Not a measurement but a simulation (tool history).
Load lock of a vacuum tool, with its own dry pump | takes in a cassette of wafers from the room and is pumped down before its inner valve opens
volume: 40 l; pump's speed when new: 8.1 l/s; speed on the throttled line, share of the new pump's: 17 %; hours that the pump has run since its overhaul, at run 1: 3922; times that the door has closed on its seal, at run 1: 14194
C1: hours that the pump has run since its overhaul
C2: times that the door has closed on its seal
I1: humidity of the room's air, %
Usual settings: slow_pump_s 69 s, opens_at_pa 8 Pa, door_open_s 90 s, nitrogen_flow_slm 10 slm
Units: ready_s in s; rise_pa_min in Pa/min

Run 1, hour 0.0: usual settings; C1 3922; C2 14194; I1 45.4. Result: ready_s 103.7 s, rise_pa_min 0.145 Pa/min.
Run 2, hour 327.0: usual settings; C1 4249; C2 15246; I1 47.6. Result: ready_s 104.7 s, rise_pa_min 0.155 Pa/min.
Run 3, hour 565.0: usual settings but opens_at_pa 10 Pa; C1 4487; C2 16012; I1 44.3. Result: ready_s 104.3 s, rise_pa_min 0.158 Pa/min.
Run 4, hour 855.2: usual settings but opens_at_pa 10 Pa; C1 4777; C2 16946; I1 43.6. Result: ready_s 104.6 s, rise_pa_min 0.163 Pa/min.
Run 5, hour 1107.5: usual settings but nitrogen_flow_slm 12 slm; C1 5029; C2 17757; I1 45.2. Result: ready_s 105.3 s, rise_pa_min 0.167 Pa/min.
Run 6, hour 1405.5: usual settings but slow_pump_s 66 s; C1 5327; C2 18716; I1 41.4. Result: ready_s 102.4 s, rise_pa_min 0.172 Pa/min.
Run 7, hour 1710.8: usual settings but slow_pump_s 66 s; C1 5633; C2 19699; I1 46.5. Result: ready_s 103.1 s, rise_pa_min 0.188 Pa/min.
Run 8, hour 1931.6: usual settings; C1 5853; C2 20409; I1 43.6. Result: ready_s 104.7 s, rise_pa_min 0.194 Pa/min.
Run 9, hour 2146.5: usual settings but slow_pump_s 138 s; C1 6068; C2 21100; I1 44.0. Result: ready_s 161.6 s, rise_pa_min 0.203 Pa/min.
Run 10, hour 2444.9: usual settings; C1 6367; C2 22060; I1 45.5. Result: ready_s 104.9 s, rise_pa_min 0.206 Pa/min.
Run 11, hour 2713.7: usual settings; C1 6635; C2 22925; I1 44.3. Result: ready_s 106.0 s, rise_pa_min 0.220 Pa/min.
Run 12, hour 2888.4: usual settings; C1 6810; C2 23487; I1 47.6. Result: ready_s 106.0 s, rise_pa_min 0.227 Pa/min.
Run 13, hour 3186.5: usual settings but opens_at_pa 12 Pa; C1 7108; C2 24446; I1 43.7. Result: ready_s 102.7 s, rise_pa_min 0.238 Pa/min.
Run 14, hour 3336.6: usual settings but opens_at_pa 12 Pa; C1 7258; C2 24929; I1 45.6. Result: ready_s 103.5 s, rise_pa_min 0.244 Pa/min.
Run 15, hour 3623.2: usual settings but opens_at_pa 12 Pa, door_open_s 220 s; C1 7545; C2 25851; I1 44.2. Result: ready_s 103.5 s, rise_pa_min 0.293 Pa/min.
Run 16, hour 3953.8: usual settings but slow_pump_s 123 s, door_open_s 26 s, nitrogen_flow_slm 12 slm; C1 7876; C2 26915; I1 45.9. Result: ready_s 149.6 s, rise_pa_min 0.225 Pa/min.
Run 17, hour 4179.5: usual settings but slow_pump_s 41 s, opens_at_pa 12 Pa, nitrogen_flow_slm 8 slm; C1 8101; C2 27641; I1 41.9. Result: ready_s 80.4 s, rise_pa_min 0.270 Pa/min.
Run 18, hour 4479.8: usual settings but slow_pump_s 126 s, door_open_s 101 s, nitrogen_flow_slm 5 slm; C1 8402; C2 28607; I1 45.5. Result: ready_s 152.4 s, rise_pa_min 0.313 Pa/min.
Run 19, hour 4776.3: usual settings but slow_pump_s 126 s, door_open_s 101 s, nitrogen_flow_slm 5 slm; C1 8698; C2 29561; I1 43.8. Result: ready_s 152.2 s, rise_pa_min 0.319 Pa/min.

4 ways to go on from here, each from the tool as it stands after run 19. What would each give?
Run A, hour 4956.6: usual settings but slow_pump_s 61 s, opens_at_pa 12 Pa; C1 8878; C2 30141; I1 45.1. Result: ready_s ?, rise_pa_min ?.
Run B, hour 4956.6: usual settings but slow_pump_s 126 s, door_open_s 121 s, nitrogen_flow_slm 5 slm; C1 8878; C2 30141; I1 46.5. Result: ready_s ?, rise_pa_min ?.
Run C, hour 4956.6: usual settings but slow_pump_s 47 s; C1 8878; C2 30141; I1 45.9. Result: ready_s ?, rise_pa_min ?.
Run D, hour 4956.6: usual settings but slow_pump_s 126 s, opens_at_pa 6 Pa, door_open_s 217 s, nitrogen_flow_slm 5 slm; C1 8878; C2 30141; I1 46.3. Result: ready_s ?, rise_pa_min ?.

run  ready_s  rise_pa_min
  A     96.8        0.311
  B    150.9        0.338
  C     87.6        0.305
  D    155.2        0.391
Without the tool's hidden state the same runs would have given:
run  ready_s  rise_pa_min
  A     95.2        0.066
  B    149.6        0.098
  C     85.8        0.062
  D    153.9        0.151
